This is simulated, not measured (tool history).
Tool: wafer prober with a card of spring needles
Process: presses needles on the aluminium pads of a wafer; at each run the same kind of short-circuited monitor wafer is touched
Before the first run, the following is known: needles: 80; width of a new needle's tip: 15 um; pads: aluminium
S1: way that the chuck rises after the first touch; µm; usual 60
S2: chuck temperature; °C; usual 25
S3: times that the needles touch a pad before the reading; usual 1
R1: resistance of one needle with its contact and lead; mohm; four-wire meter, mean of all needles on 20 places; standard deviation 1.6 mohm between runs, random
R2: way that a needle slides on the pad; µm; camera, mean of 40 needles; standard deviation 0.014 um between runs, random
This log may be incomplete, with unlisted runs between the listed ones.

run	hour	S1	S2	S3	R1	R2
1	0.0	60	25	1	205	11.76
2	11.0	60	25	1	230	11.74
3	18.5	60	25	1	192	11.72
4	27.0	60	27	1	219	11.71
5	34.8	60	27	1	233	11.73
6	43.7	60	25	1	200	11.68
7	50.1	52	66	1	239	10.13
8	59.6	68	27	2	157	13.22
9	71.0	76	36	1	194	14.81
10	81.6	66	25	1	219	12.86
11	88.0	66	25	2	171	12.82

Not shown: 4 entries that the log had between the listed runs. Between which runs, and how does the tool's hidden state differ before and after?
From run 2 to run 3: tips cleaned on abrasive film (hour 12.2)
  debris on the tips, nm: 121.1 -> 65.4; way that the needles fall short of the set height, um: 0 -> 0.13; tips' diameter, um: 15 -> 15.04
  measured less the result without the state, R1: +75 -> +40 mohm; R2: +0.00 -> -0.03 µm
From run 5 to run 6: tips cleaned on abrasive film (hour 35.5)
  debris on the tips, nm: 123.1 -> 75.9; way that the needles fall short of the set height, um: 0.13 -> 0.27; tips' diameter, um: 15.04 -> 15.09
  measured less the result without the state, R1: +77 -> +47 mohm; R2: -0.03 -> -0.05 µm
From run 7 to run 8: tips cleaned on abrasive film (hour 58.8)
  debris on the tips, nm: 104.1 -> 20.3; way that the needles fall short of the set height, um: 0.27 -> 0.37; tips' diameter, um: 15.09 -> 15.13
  measured less the result without the state, R1: +78 -> +7 mohm; R2: -0.05 -> -0.07 µm
From run 10 to run 11: tips cleaned on abrasive film (hour 82.7)
  debris on the tips, nm: 124.5 -> 56.3; way that the needles fall short of the set height, um: 0.37 -> 0.5; tips' diameter, um: 15.13 -> 15.18
  measured less the result without the state, R1: +68 -> +18 mohm; R2: -0.08 -> -0.09 µm

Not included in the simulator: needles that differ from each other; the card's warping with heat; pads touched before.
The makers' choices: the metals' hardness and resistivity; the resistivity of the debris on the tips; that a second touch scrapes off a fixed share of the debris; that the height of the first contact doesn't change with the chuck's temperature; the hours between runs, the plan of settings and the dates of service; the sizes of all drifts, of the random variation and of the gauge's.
